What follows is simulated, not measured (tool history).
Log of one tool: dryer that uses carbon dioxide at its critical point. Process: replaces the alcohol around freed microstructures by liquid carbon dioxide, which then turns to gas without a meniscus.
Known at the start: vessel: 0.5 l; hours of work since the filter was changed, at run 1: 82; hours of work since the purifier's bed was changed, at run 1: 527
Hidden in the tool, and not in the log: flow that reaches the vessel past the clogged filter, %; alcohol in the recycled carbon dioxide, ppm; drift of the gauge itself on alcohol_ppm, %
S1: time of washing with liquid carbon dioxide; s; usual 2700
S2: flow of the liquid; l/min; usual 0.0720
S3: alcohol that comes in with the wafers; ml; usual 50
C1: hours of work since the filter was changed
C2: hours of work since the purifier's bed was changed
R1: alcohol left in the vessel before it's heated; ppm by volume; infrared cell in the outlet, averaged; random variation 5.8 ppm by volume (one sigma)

run,hour,S1,S2,S3,C1,C2,R1
1,0.0,2700,0.0720,50,82,527,314
2,26.4,2700,0.0720,50,101,545,333
3,50.4,1680,0.0720,50,118,562,2653
4,82.4,4080,0.0720,50,140,585,90
5,111.6,2700,0.0720,66,161,605,502
6,137.6,2700,0.0720,66,179,624,539
7,157.8,2700,0.0720,66,193,638,556
8,174.0,2700,0.0720,66,205,649,575
9,193.2,2700,0.0720,66,218,663,606
10,226.2,1680,0.0564,50,242,686,7515
11,251.7,1680,0.0564,50,260,704,7713
12,266.3,1680,0.0564,50,270,714,7816
13,284.2,1680,0.0564,50,283,727,7656

4 ways to go on from here, each from the tool as it stands after run 13. What would each give?
A,300.3,2460,0.0833,50,294,738,?
B,300.3,2760,0.0659,77,294,738,?
C,300.3,3360,0.0720,50,294,738,?
D,300.3,2700,0.0720,31,294,738,?

run,R1
A,442
B,1238
C,221
D,423
Without the tool's hidden state the same runs would have given:
run,R1
A,126
B,474
C,43
D,136

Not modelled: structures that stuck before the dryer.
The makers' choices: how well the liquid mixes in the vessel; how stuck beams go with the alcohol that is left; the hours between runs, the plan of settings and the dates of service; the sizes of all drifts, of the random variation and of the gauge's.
